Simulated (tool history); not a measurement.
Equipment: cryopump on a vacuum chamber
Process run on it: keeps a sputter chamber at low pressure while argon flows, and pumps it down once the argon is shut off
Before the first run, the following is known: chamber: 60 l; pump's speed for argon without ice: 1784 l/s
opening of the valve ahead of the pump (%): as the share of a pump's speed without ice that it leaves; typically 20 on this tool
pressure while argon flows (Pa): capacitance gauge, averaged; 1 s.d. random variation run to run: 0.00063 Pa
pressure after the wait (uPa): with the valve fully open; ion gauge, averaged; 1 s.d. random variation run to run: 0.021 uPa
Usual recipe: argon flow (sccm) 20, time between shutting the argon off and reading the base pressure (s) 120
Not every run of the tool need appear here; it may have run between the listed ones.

run   hour  argon flow (sccm)  time between shutting the argon off and reading the base pressure (s)  opening of the valve ahead of the pump (%)  pressure while argon flows (Pa)  pressure after the wait (uPa)
  1    0.0                 20                                                                    120                                          20                           0.0948                           0.50
  2   12.2                 20                                                                    120                                          44                           0.0432                           0.48
  3   27.0                 20                                                                    120                                          44                           0.0428                           0.50
  4   42.2                 20                                                                    120                                          18                           0.1055                           0.54
  5   53.8                 20                                                                    120                                          20                           0.0941                           0.51
  6   71.3                 16                                                                    120                                          20                           0.0762                           0.54
  7   87.1                 32                                                                    120                                          20                           0.1534                           0.52
  8   97.2                 32                                                                    120                                          20                           0.1530                           0.50
  9  105.6                 20                                                                    120                                          20                           0.0953                           0.48
 10  122.0                 20                                                                    120                                          20                           0.0954                           0.54
 11  132.2                 20                                                                    120                                          20                           0.0954                           0.56
 12  145.4                 12                                                                    120                                          20                           0.0570                           0.52
 13  163.4                 20                                                                    120                                          20                           0.0964                           0.49
 14  171.5                 20                                                                    120                                          20                           0.0968                           0.54
 15  185.8                 20                                                                    120                                          20                           0.0955                           0.51
 16  197.5                 20                                                                    120                                          20                           0.0969                           0.53
 17  214.4                 36                                                                    120                                          20                           0.1714                           0.56
 18  231.5                 21                                                                     55                                          20                           0.1013                           0.86
 19  247.5                 34                                                                     65                                          42                           0.0799                           0.77
 20  255.2                 34                                                                     65                                          42                           0.0788                           0.77
 21  270.0                 15                                                                     43                                          39                           0.0379                           1.05
 22  284.7                 15                                                                     43                                          39                           0.0372                           1.02
 23  297.8                 15                                                                     43                                          39                           0.0376                           1.02
 24  306.1                 14                                                                     43                                          22                           0.0613                           1.04
 25  321.3                 39                                                                    112                                          40                           0.0955                           0.60
 26  337.5                 11                                                                     39                                          20                           0.0533                           1.12
 27  346.9                 11                                                                     39                                          20                           0.0514                           1.12
 28  354.5                 11                                                                     39                                          20                           0.0531                           1.11
 29  370.0                 11                                                                     39                                          20                           0.0532                           1.12
 30  384.4                 11                                                                     39                                          20                           0.0529                           1.20
 31  393.9                 13                                                                    120                                          20                           0.0617                           0.60
 32  408.8                 13                                                                     76                                          27                           0.0470                           0.76
 33  421.1                 16                                                                     79                                          20                           0.0774                           0.71
 34  431.4                 16                                                                    121                                          22                           0.0719                           0.62

Here are 4 independent what-if runs from the current tool condition. What would each one return?
  A  447.9                 17                                                                    144                                          22                                ?                              ?
  B  447.9                 19                                                                     99                                          22                                ?                              ?
  C  447.9                 10                                                                     22                                          42                                ?                              ?
  D  447.9                 12                                                                     28                                          20                                ?                              ?

run  pressure while argon flows (Pa)  pressure after the wait (uPa)
  A                           0.0760                           0.56
  B                           0.0838                           0.66
  C                           0.0236                           1.77
  D                           0.0576                           1.54
Without the tool's unlogged condition, the same runs would have read:
run  pressure while argon flows (Pa)  pressure after the wait (uPa)
  A                           0.0740                           0.38
  B                           0.0815                           0.48
  C                           0.0224                           1.60
  D                           0.0562                           1.37
